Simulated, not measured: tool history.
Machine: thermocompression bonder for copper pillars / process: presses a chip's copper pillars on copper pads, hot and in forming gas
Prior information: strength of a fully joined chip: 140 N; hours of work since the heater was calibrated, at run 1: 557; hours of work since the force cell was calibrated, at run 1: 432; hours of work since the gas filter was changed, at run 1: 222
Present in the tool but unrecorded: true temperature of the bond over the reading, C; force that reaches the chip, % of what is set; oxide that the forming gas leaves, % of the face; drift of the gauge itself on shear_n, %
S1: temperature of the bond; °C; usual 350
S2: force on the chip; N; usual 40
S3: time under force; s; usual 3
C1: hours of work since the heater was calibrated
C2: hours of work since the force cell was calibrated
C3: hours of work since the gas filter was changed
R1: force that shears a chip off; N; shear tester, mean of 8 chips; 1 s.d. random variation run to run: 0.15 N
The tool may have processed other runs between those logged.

{"run": 1, "day": 0.0, "S1": 350, "S2": 40, "S3": 3, "C1": 557, "C2": 432, "C3": 222, "R1": 54.1}
{"run": 2, "day": 0.971, "S1": 350, "S2": 40, "S3": 3, "C1": 571, "C2": 446, "C3": 236, "R1": 54}
{"run": 3, "day": 1.896, "S1": 335, "S2": 40, "S3": 3, "C1": 584, "C2": 460, "C3": 250, "R1": 46.6}
{"run": 4, "day": 2.4, "S1": 335, "S2": 40, "S3": 3, "C1": 591, "C2": 467, "C3": 257, "R1": 46.6}
{"run": 5, "day": 2.892, "S1": 335, "S2": 40, "S3": 3, "C1": 598, "C2": 474, "C3": 264, "R1": 46.5}
{"run": 6, "day": 3.833, "S1": 340, "S2": 40, "S3": 3, "C1": 612, "C2": 488, "C3": 277, "R1": 49}
{"run": 7, "day": 4.625, "S1": 350, "S2": 40, "S3": 3, "C1": 623, "C2": 499, "C3": 289, "R1": 53.3}
{"run": 8, "day": 5.438, "S1": 347, "S2": 40, "S3": 3, "C1": 635, "C2": 511, "C3": 300, "R1": 52}
{"day": 6.083, "done": "forming gas filter changed"}
{"run": 9, "day": 6.346, "S1": 347, "S2": 40, "S3": 3, "C1": 648, "C2": 523, "C3": 4, "R1": 56}
{"run": 10, "day": 6.979, "S1": 347, "S2": 40, "S3": 3, "C1": 657, "C2": 533, "C3": 13, "R1": 55.9}
{"run": 11, "day": 7.4, "S1": 350, "S2": 40, "S3": 3, "C1": 663, "C2": 539, "C3": 19, "R1": 57.1}
{"run": 12, "day": 7.833, "S1": 350, "S2": 40, "S3": 3, "C1": 669, "C2": 545, "C3": 25, "R1": 57.5}
{"run": 13, "day": 8.317, "S1": 350, "S2": 40, "S3": 3, "C1": 676, "C2": 552, "C3": 32, "R1": 57.4}
{"run": 14, "day": 9.012, "S1": 350, "S2": 40, "S3": 3, "C1": 686, "C2": 562, "C3": 42, "R1": 57.5}
{"run": 15, "day": 9.425, "S1": 350, "S2": 40, "S3": 3, "C1": 692, "C2": 568, "C3": 48, "R1": 57}
{"run": 16, "day": 9.992, "S1": 350, "S2": 40, "S3": 3, "C1": 700, "C2": 576, "C3": 56, "R1": 57.2}
{"run": 17, "day": 10.642, "S1": 350, "S2": 40, "S3": 3, "C1": 710, "C2": 585, "C3": 66, "R1": 56.9}
{"run": 18, "day": 11.3, "S1": 350, "S2": 40, "S3": 3, "C1": 719, "C2": 595, "C3": 75, "R1": 56.8}
{"run": 19, "day": 12.229, "S1": 350, "S2": 40, "S3": 3, "C1": 732, "C2": 608, "C3": 89, "R1": 56.5}
{"run": 20, "day": 12.738, "S1": 350, "S2": 40, "S3": 3, "C1": 740, "C2": 615, "C3": 96, "R1": 56.7}
{"run": 21, "day": 13.2, "S1": 350, "S2": 30, "S3": 7, "C1": 746, "C2": 622, "C3": 102, "R1": 56.7}
{"run": 22, "day": 13.671, "S1": 364, "S2": 30, "S3": 2, "C1": 753, "C2": 629, "C3": 109, "R1": 39.2}
{"run": 23, "day": 14.558, "S1": 328, "S2": 30, "S3": 9, "C1": 766, "C2": 642, "C3": 122, "R1": 50.3}
{"run": 24, "day": 15.342, "S1": 337, "S2": 41, "S3": 6, "C1": 777, "C2": 653, "C3": 133, "R1": 66.2}
{"run": 25, "day": 16.004, "S1": 379, "S2": 28, "S3": 4, "C1": 787, "C2": 662, "C3": 143, "R1": 54.4}
{"run": 26, "day": 16.688, "S1": 379, "S2": 28, "S3": 4, "C1": 797, "C2": 672, "C3": 153, "R1": 54.3}
{"run": 27, "day": 17.342, "S1": 357, "S2": 26, "S3": 3, "C1": 806, "C2": 682, "C3": 162, "R1": 36.2}
{"run": 28, "day": 17.838, "S1": 335, "S2": 42, "S3": 2, "C1": 813, "C2": 689, "C3": 169, "R1": 43.4}
{"run": 29, "day": 18.329, "S1": 335, "S2": 42, "S3": 2, "C1": 820, "C2": 696, "C3": 176, "R1": 43.5}
{"run": 30, "day": 19.067, "S1": 335, "S2": 42, "S3": 2, "C1": 831, "C2": 707, "C3": 187, "R1": 43.7}
{"run": 31, "day": 20.038, "S1": 348, "S2": 60, "S3": 6, "C1": 845, "C2": 720, "C3": 201, "R1": 98.9}
{"run": 32, "day": 21.004, "S1": 380, "S2": 40, "S3": 3, "C1": 859, "C2": 734, "C3": 215, "R1": 71}
{"run": 33, "day": 21.558, "S1": 350, "S2": 34, "S3": 3, "C1": 867, "C2": 742, "C3": 223, "R1": 46.3}
{"run": 34, "day": 22.5, "S1": 363, "S2": 24, "S3": 3, "C1": 880, "C2": 756, "C3": 236, "R1": 34.2}
{"run": 35, "day": 23.112, "S1": 375, "S2": 56, "S3": 4, "C1": 889, "C2": 765, "C3": 245, "R1": 98}
{"run": 36, "day": 23.704, "S1": 378, "S2": 44, "S3": 8, "C1": 898, "C2": 773, "C3": 254, "R1": 98.8}
{"run": 37, "day": 24.138, "S1": 354, "S2": 44, "S3": 8, "C1": 904, "C2": 780, "C3": 260, "R1": 86.1}
{"run": 38, "day": 25.058, "S1": 354, "S2": 44, "S3": 8, "C1": 917, "C2": 793, "C3": 273, "R1": 85.7}
{"run": 39, "day": 25.775, "S1": 320, "S2": 28, "S3": 6, "C1": 927, "C2": 803, "C3": 283, "R1": 35.3}

Forecast each of these 5 alternatives for the next run:
{"run": "A", "day": 26.521, "S1": 326, "S2": 40, "S3": 7, "C1": 938, "C2": 814, "C3": 294, "R1": "?"}
{"run": "B", "day": 26.521, "S1": 350, "S2": 50, "S3": 6, "C1": 938, "C2": 814, "C3": 294, "R1": "?"}
{"run": "C", "day": 26.521, "S1": 337, "S2": 40, "S3": 3, "C1": 938, "C2": 814, "C3": 294, "R1": "?"}
{"run": "D", "day": 26.521, "S1": 365, "S2": 33, "S3": 2, "C1": 938, "C2": 814, "C3": 294, "R1": "?"}
{"run": "E", "day": 26.521, "S1": 337, "S2": 29, "S3": 2, "C1": 938, "C2": 814, "C3": 294, "R1": "?"}

run=A R1=59.8
run=B R1=85.3
run=C R1=48.5
run=D R1=43
run=E R1=27.9
With the hidden condition removed and each run's random variation left untouched, the same runs would have given:
run=A R1=59.3
run=B R1=86.6
run=C R1=48
run=D R1=42.6
run=E R1=27.2
